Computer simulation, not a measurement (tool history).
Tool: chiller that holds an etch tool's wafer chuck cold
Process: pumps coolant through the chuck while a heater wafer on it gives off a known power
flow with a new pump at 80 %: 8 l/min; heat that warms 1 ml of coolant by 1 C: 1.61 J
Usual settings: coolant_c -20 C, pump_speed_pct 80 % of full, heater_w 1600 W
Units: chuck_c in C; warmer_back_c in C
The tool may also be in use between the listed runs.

run,hour,coolant_c,pump_speed_pct,heater_w,chuck_c,warmer_back_c
1,0,-20,80,1600,-4.1,7.65
2,34.1,-20,80,1600,-4.3,7.66
3,78.9,-20,80,1600,-4.3,7.64
4,114,-25,80,1600,-9.3,7.65
5,160.8,-20,80,1600,-4.4,7.66
6,188.6,-20,80,1600,-4.5,7.75
7,209.7,-20,80,1600,-4.4,7.66
8,243,-20,71,1600,-2.6,8.77
9,275.9,-20,71,1600,-2.6,8.73
10,306.9,-20,71,1600,-2.4,8.78
11,348.7,-12,98,1581,1.7,6.05
12,374.6,-23,84,1581,-8.1,7.23
13,397,-12,77,1467,3.1,7.44
14,439.4,-12,76,1996,8.8,10.24
15,483.6,-26,74,1064,-14.5,5.62
16,520.8,-26,74,1064,-14.3,5.6
17,542.9,-26,68,1795,-5.4,10.46
18,590,-13,63,1235,2.5,7.85
19,635.2,-13,63,1235,2.2,7.85
20,683.1,-13,70,2284,12.8,13

Measured less the same run without the tool's hidden state. The same run-to-run variation is in both; the gauge's scatter may not be:
The hidden state here: heat passed by the chuck's channels, % of clean ones'; flow at a given pump speed, % of a new pump's; coolant's true temperature over the reading, C; drift of the gauge itself on chuck_c, C; drift of the gauge itself on warmer_back_c, C.
run,chuck_c,warmer_back_c
1,+1.1,+0.18
2,+1.1,+0.19
3,+1.1,+0.2
4,+1.1,+0.21
5,+1.2,+0.23
6,+1.2,+0.23
7,+1.2,+0.24
8,+1.3,+0.29
9,+1.4,+0.29
10,+1.4,+0.31
11,+1.2,+0.22
12,+1.3,+0.27
13,+1.3,+0.28
14,+1.8,+0.41
15,+1.2,+0.23
16,+1.2,+0.24
17,+1.9,+0.45
18,+1.5,+0.36
19,+1.5,+0.36
20,+2.4,+0.63

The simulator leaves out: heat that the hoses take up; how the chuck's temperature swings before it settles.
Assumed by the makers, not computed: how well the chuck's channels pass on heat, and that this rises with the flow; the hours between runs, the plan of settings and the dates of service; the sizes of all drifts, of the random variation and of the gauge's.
